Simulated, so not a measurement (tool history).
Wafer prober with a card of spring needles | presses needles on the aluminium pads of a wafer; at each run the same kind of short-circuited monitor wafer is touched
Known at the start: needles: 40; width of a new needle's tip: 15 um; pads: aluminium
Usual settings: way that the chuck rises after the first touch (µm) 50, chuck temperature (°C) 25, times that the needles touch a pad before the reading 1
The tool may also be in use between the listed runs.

run	hour	way that the chuck rises after the first touch (µm)	chuck temperature (°C)	times that the needles touch a pad before the reading	resistance of one needle with its contact and lead (mohm)	way that a needle slides on the pad (µm)
1	0	50	25	1	154	13.82
# hour 15.6: tips cleaned on abrasive film
# hour 31.2: tips cleaned on abrasive film
# hour 46.8: tips cleaned on abrasive film
# hour 62.3: tips cleaned on abrasive film
2	68.2	50	25	1	324	13.74
# hour 77.6: tips cleaned on abrasive film
# hour 93.2: tips cleaned on abrasive film
# hour 108.8: tips cleaned on abrasive film
# hour 121.3: tips cleaned on abrasive film
3	129.5	50	98	1	345	13.67
# hour 135.8: tips cleaned on abrasive film
# hour 151.3: tips cleaned on abrasive film
# hour 166.9: tips cleaned on abrasive film
# hour 182.5: tips cleaned on abrasive film
4	193.7	50	98	1	403	13.63
# hour 196.9: tips cleaned on abrasive film
# hour 212.4: tips cleaned on abrasive film
# hour 228: tips cleaned on abrasive film
# hour 240.5: tips cleaned on abrasive film
5	245	50	98	1	306	13.57
# hour 254.4: tips cleaned on abrasive film
# hour 270: tips cleaned on abrasive film
# hour 285.6: tips cleaned on abrasive film
# hour 301.1: tips cleaned on abrasive film
6	312.5	30	77	2	624	7.93
# hour 315.7: tips cleaned on abrasive film
# hour 331.3: tips cleaned on abrasive film
# hour 340.9: height of the first contact set anew
# hour 347.1: tips cleaned on abrasive film
# hour 362.7: tips cleaned on abrasive film
# hour 378.3: tips cleaned on abrasive film
# hour 393.9: tips cleaned on abrasive film
# hour 406.4: tips cleaned on abrasive film
7	409.9	66	110	2	185	18.22
# hour 419.3: tips cleaned on abrasive film
# hour 434.9: tips cleaned on abrasive film
# hour 450.4: tips cleaned on abrasive film
# hour 466: tips cleaned on abrasive film
8	472.9	66	56	3	182	18.19
# hour 479.2: tips cleaned on abrasive film
# hour 494.8: tips cleaned on abrasive film
# hour 510.4: tips cleaned on abrasive film
# hour 523.2: tips cleaned on abrasive film
9	523.2	37	66	3	171	10
# hour 538.8: tips cleaned on abrasive film
# hour 554.4: tips cleaned on abrasive film
# hour 570: tips cleaned on abrasive film
# hour 585.6: tips cleaned on abrasive film
# hour 601.1: tips cleaned on abrasive film
10	609.5	69	64	2	216	18.86

Some steps in resistance of one needle with its contact and lead (mohm) between neighbouring runs. How much of each would the tool show without its hidden state too (settings, what came in, random variation), and how much is left for the hidden state, with any gauge scatter that isn't in both results?
The hidden state here: debris on the tips, nm; way that the needles fall short of the set height, um; tips' diameter, um; drift of the gauge itself on contact_mohm, %; drift of the gauge itself on scrub_um, %.
Run 6 -> 7: way that the chuck rises after the first touch (µm) 30 -> 66, chuck temperature (°C) 77 -> 110, tips cleaned on abrasive film, tips cleaned on abrasive film, height of the first contact set anew, tips cleaned on abrasive film, tips cleaned on abrasive film, tips cleaned on abrasive film, tips cleaned on abrasive film, tips cleaned on abrasive film. resistance of one needle with its contact and lead (mohm) -439: hidden state -425, all else -14.
